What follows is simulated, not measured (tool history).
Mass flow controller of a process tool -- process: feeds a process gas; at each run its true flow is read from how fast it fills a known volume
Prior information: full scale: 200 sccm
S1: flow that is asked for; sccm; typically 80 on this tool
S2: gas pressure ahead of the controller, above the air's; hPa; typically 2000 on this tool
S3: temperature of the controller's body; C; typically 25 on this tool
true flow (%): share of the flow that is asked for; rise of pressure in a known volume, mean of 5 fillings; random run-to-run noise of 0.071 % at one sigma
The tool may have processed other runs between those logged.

{"run": 1, "hour": 0.0, "S1": 80, "S2": 2000, "S3": 25, "true flow (%)": 99.68}
{"hour": 102.9, "done": "controller's zero set anew"}
{"run": 2, "hour": 201.2, "S1": 80, "S2": 2000, "S3": 25, "true flow (%)": 99.7}
{"run": 3, "hour": 303.5, "S1": 114, "S2": 2000, "S3": 25, "true flow (%)": 99.76}
{"run": 4, "hour": 399.3, "S1": 114, "S2": 2000, "S3": 25, "true flow (%)": 99.77}
{"run": 5, "hour": 492.3, "S1": 114, "S2": 2000, "S3": 25, "true flow (%)": 99.77}
{"run": 6, "hour": 672.7, "S1": 114, "S2": 2000, "S3": 25, "true flow (%)": 99.54}
{"run": 7, "hour": 834.8, "S1": 80, "S2": 2000, "S3": 25, "true flow (%)": 99.42}
{"run": 8, "hour": 960.1, "S1": 80, "S2": 2000, "S3": 25, "true flow (%)": 99.45}
{"run": 9, "hour": 1119.1, "S1": 113, "S2": 2590, "S3": 25, "true flow (%)": 99.67}
{"run": 10, "hour": 1209.7, "S1": 44, "S2": 1570, "S3": 23, "true flow (%)": 99.05}
{"run": 11, "hour": 1339.3, "S1": 35, "S2": 2160, "S3": 23, "true flow (%)": 99.32}
{"run": 12, "hour": 1447.7, "S1": 26, "S2": 2000, "S3": 32, "true flow (%)": 98.53}
{"run": 13, "hour": 1554.5, "S1": 118, "S2": 1550, "S3": 29, "true flow (%)": 98.59}
{"run": 14, "hour": 1762.7, "S1": 100, "S2": 2140, "S3": 28, "true flow (%)": 98.88}
{"run": 15, "hour": 1903.1, "S1": 67, "S2": 2000, "S3": 20, "true flow (%)": 99.11}

Branching from run 15: 4 alternative next runs. What would each branch give?
{"run": "A", "hour": 2106.6, "S1": 67, "S2": 2000, "S3": 24, "true flow (%)": "?"}
{"run": "B", "hour": 2106.6, "S1": 67, "S2": 2000, "S3": 29, "true flow (%)": "?"}
{"run": "C", "hour": 2106.6, "S1": 80, "S2": 1580, "S3": 25, "true flow (%)": "?"}
{"run": "D", "hour": 2106.6, "S1": 67, "S2": 1860, "S3": 30, "true flow (%)": "?"}

run=A true_flow_(%)=98.86
run=B true_flow_(%)=98.7
run=C true_flow_(%)=98.68
run=D true_flow_(%)=98.41
Had the tool no hidden state, the same runs would have come out as:
run=A true_flow_(%)=99.8
run=B true_flow_(%)=99.64
run=C true_flow_(%)=99.61
run=D true_flow_(%)=99.34

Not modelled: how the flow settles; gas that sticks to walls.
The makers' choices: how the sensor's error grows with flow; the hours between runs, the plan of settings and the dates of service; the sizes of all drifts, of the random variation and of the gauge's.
